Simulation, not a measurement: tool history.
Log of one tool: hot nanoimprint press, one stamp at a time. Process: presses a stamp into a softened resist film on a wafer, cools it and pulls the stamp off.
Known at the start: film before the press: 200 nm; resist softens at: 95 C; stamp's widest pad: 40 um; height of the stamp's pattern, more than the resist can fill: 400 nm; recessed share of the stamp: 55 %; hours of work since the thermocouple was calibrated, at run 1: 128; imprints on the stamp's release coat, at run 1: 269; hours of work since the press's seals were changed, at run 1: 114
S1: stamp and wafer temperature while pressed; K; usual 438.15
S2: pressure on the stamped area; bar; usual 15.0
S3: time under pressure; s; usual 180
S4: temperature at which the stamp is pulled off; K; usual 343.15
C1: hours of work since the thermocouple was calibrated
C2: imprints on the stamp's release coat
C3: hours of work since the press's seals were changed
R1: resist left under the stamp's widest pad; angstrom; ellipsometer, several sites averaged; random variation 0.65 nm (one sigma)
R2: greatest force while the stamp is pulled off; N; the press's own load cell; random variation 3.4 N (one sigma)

| run | day | S1 | S2 | S3 | S4 | C1 | C2 | C3 | R1 | R2 |
|---|---|---|---|---|---|---|---|---|---|---|
| 1 | 0.000 | 438.15 | 15.0 | 180 | 343.15 | 128 | 269 | 114 | 867 | 170 |
| 2 | 0.371 | 438.15 | 15.0 | 180 | 348.15 | 132 | 294 | 118 | 887 | 167 |
| 3 | 0.892 | 438.15 | 15.0 | 180 | 348.15 | 138 | 330 | 124 | 871 | 166 |
| 4 | 1.688 | 438.15 | 15.0 | 182 | 343.15 | 147 | 384 | 132 | 866 | 177 |
| 5 | 2.258 | 438.15 | 15.0 | 182 | 343.15 | 153 | 423 | 139 | 874 | 180 |
| 6 | 3.062 | 438.15 | 15.0 | 180 | 340.15 | 162 | 478 | 147 | 866 | 189 |
| 7 | 3.592 | 438.15 | 15.0 | 180 | 343.15 | 167 | 515 | 153 | 881 | 182 |
| 8 | 4.267 | 438.15 | 15.0 | 180 | 343.15 | 175 | 561 | 160 | 865 | 184 |
| 9 | 4.762 | 438.15 | 15.0 | 180 | 343.15 | 180 | 595 | 166 | 874 | 186 |
| 10 | 5.312 | 438.15 | 15.0 | 180 | 343.15 | 186 | 633 | 172 | 879 | 191 |
| 11 | 5.883 | 438.15 | 15.0 | 180 | 343.15 | 192 | 672 | 178 | 887 | 192 |
| 12 | 6.438 | 438.15 | 22.6 | 180 | 343.15 | 198 | 710 | 184 | 702 | 193 |
| 13 | 7.100 | 438.15 | 22.6 | 180 | 343.15 | 206 | 755 | 191 | 693 | 190 |
| 14 | 7.625 | 438.15 | 22.6 | 180 | 343.15 | 211 | 791 | 197 | 698 | 200 |
|  | 7.821 | plate thermocouple calibrated |
| 15 | 8.121 | 438.15 | 15.0 | 180 | 343.15 | 3 | 817 | 201 | 894 | 204 |
| 16 | 8.854 | 438.15 | 10.1 | 207 | 351.15 | 11 | 867 | 209 | 1055 | 178 |
| 17 | 9.346 | 438.15 | 14.8 | 207 | 348.15 | 17 | 900 | 215 | 864 | 184 |
| 18 | 10.058 | 435.15 | 10.8 | 351 | 330.15 | 24 | 949 | 222 | 962 | 228 |
| 19 | 10.388 | 435.15 | 10.8 | 351 | 330.15 | 28 | 972 | 226 | 955 | 231 |
|  | 10.933 | plate thermocouple calibrated, once more |
| 20 | 11.246 | 435.15 | 10.8 | 351 | 330.15 | 3 | 1022 | 234 | 907 | 240 |
| 21 | 11.871 | 435.15 | 10.8 | 351 | 330.15 | 10 | 1065 | 241 | 914 | 237 |
| 22 | 12.446 | 427.15 | 15.0 | 241 | 343.15 | 16 | 1104 | 247 | 1106 | 206 |
| 23 | 12.842 | 427.15 | 15.0 | 241 | 343.15 | 21 | 1131 | 251 | 1098 | 205 |
| 24 | 13.317 | 427.15 | 15.0 | 241 | 343.15 | 26 | 1164 | 256 | 1098 | 204 |
| 25 | 14.083 | 432.15 | 15.0 | 311 | 343.15 | 34 | 1216 | 265 | 877 | 208 |
| 26 | 14.525 | 438.15 | 21.8 | 180 | 343.15 | 39 | 1247 | 270 | 700 | 208 |
| 27 | 15.104 | 438.15 | 21.8 | 180 | 343.15 | 45 | 1286 | 276 | 707 | 214 |
| 28 | 15.517 | 427.15 | 23.8 | 184 | 331.15 | 50 | 1315 | 281 | 943 | 247 |

4 ways to go on from here, each from the tool as it stands after run 28. What would each give?
|  | 15.862 | stamp cleaned and given a new release coat |
| A | 16.312 | 437.15 | 15.0 | 341 | 331.15 | 56 | 31 | 286 | ? | ? |
|  | 15.862 | stamp cleaned and given a new release coat |
| B | 16.312 | 429.15 | 23.8 | 184 | 331.15 | 56 | 31 | 286 | ? | ? |
|  | 15.862 | stamp cleaned and given a new release coat |
| C | 16.312 | 427.15 | 23.8 | 93 | 332.15 | 56 | 31 | 286 | ? | ? |
|  | 15.862 | stamp cleaned and given a new release coat |
| D | 16.312 | 427.15 | 22.5 | 184 | 331.15 | 56 | 31 | 286 | ? | ? |

| run | R1 | R2 |
|---|---|---|
| A | 724 | 194 |
| B | 886 | 195 |
| C | 1171 | 192 |
| D | 960 | 191 |
Without the tool's hidden state the same runs would have given:
| run | R1 | R2 |
|---|---|---|
| A | 705 | 191 |
| B | 858 | 193 |
| C | 1139 | 190 |
| D | 932 | 188 |

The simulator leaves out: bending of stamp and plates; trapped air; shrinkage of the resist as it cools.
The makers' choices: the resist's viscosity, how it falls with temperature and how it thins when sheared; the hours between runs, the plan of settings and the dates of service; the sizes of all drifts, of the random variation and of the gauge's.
